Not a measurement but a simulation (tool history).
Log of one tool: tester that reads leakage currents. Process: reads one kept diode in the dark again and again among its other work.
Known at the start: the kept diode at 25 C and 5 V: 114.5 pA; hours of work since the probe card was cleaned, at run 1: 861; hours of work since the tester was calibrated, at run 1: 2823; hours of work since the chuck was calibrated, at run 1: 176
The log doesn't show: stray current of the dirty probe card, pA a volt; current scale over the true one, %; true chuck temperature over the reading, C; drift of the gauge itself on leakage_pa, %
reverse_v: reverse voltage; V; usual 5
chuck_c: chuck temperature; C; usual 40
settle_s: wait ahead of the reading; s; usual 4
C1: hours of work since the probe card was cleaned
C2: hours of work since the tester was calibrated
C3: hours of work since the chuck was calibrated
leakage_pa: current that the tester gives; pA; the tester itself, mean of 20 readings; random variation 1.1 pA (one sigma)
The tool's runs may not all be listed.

{"run": 1, "hour": 0.0, "reverse_v": 5, "chuck_c": 40, "settle_s": 4, "C1": 861, "C2": 2823, "C3": 176, "leakage_pa": 370.14}
{"hour": 131.8, "done": "tester calibrated"}
{"run": 2, "hour": 243.7, "reverse_v": 5, "chuck_c": 40, "settle_s": 4, "C1": 1051, "C2": 88, "C3": 367, "leakage_pa": 363.24}
{"run": 3, "hour": 466.1, "reverse_v": 5, "chuck_c": 40, "settle_s": 4, "C1": 1227, "C2": 264, "C3": 542, "leakage_pa": 361.06}
{"run": 4, "hour": 746.2, "reverse_v": 5, "chuck_c": 40, "settle_s": 4, "C1": 1448, "C2": 484, "C3": 763, "leakage_pa": 353.43}
{"run": 5, "hour": 988.7, "reverse_v": 5, "chuck_c": 40, "settle_s": 4, "C1": 1639, "C2": 676, "C3": 954, "leakage_pa": 349.6}
{"run": 6, "hour": 1219.4, "reverse_v": 5, "chuck_c": 40, "settle_s": 4, "C1": 1821, "C2": 858, "C3": 1136, "leakage_pa": 344.79}
{"run": 7, "hour": 1477.4, "reverse_v": 5, "chuck_c": 22, "settle_s": 4, "C1": 2024, "C2": 1061, "C3": 1340, "leakage_pa": 87.26}
{"run": 8, "hour": 1770.5, "reverse_v": 2.93, "chuck_c": 46, "settle_s": 2.96, "C1": 2255, "C2": 1292, "C3": 1571, "leakage_pa": 425.24}
{"hour": 1832.3, "done": "probe card cleaned and baked"}
{"run": 9, "hour": 1991.6, "reverse_v": 7.55, "chuck_c": 24, "settle_s": 4, "C1": 126, "C2": 1464, "C3": 1743, "leakage_pa": 102.31}
{"hour": 2022.0, "done": "chuck's temperature calibrated"}
{"run": 10, "hour": 2255.0, "reverse_v": 3.23, "chuck_c": 24, "settle_s": 8.56, "C1": 332, "C2": 1670, "C3": 184, "leakage_pa": 90.44}
{"run": 11, "hour": 2385.0, "reverse_v": 5, "chuck_c": 55, "settle_s": 4, "C1": 434, "C2": 1773, "C3": 286, "leakage_pa": 1072.92}
{"run": 12, "hour": 2590.5, "reverse_v": 10.89, "chuck_c": 44, "settle_s": 0.32, "C1": 596, "C2": 1935, "C3": 448, "leakage_pa": 651.86}

5 ways to go on from here, each from the tool as it stands after run 12. What would each give?
{"run": "A", "hour": 2802.6, "reverse_v": 1.22, "chuck_c": 21, "settle_s": 0.68, "C1": 764, "C2": 2102, "C3": 616, "leakage_pa": "?"}
{"run": "B", "hour": 2802.6, "reverse_v": 13.74, "chuck_c": 44, "settle_s": 0.88, "C1": 764, "C2": 2102, "C3": 616, "leakage_pa": "?"}
{"run": "C", "hour": 2802.6, "reverse_v": 5.43, "chuck_c": 24, "settle_s": 0.32, "C1": 764, "C2": 2102, "C3": 616, "leakage_pa": "?"}
{"run": "D", "hour": 2802.6, "reverse_v": 10.89, "chuck_c": 25, "settle_s": 0.44, "C1": 764, "C2": 2102, "C3": 616, "leakage_pa": "?"}
{"run": "E", "hour": 2802.6, "reverse_v": 18.67, "chuck_c": 29, "settle_s": 6.34, "C1": 764, "C2": 2102, "C3": 616, "leakage_pa": "?"}

run=A leakage_pa=48.83
run=B leakage_pa=687.44
run=C leakage_pa=111.5
run=D leakage_pa=156.76
run=E leakage_pa=248.56
Without the tool's hidden state the same runs would have given:
run=A leakage_pa=51.05
run=B leakage_pa=715.87
run=C leakage_pa=114.26
run=D leakage_pa=158.17
run=E leakage_pa=250.14
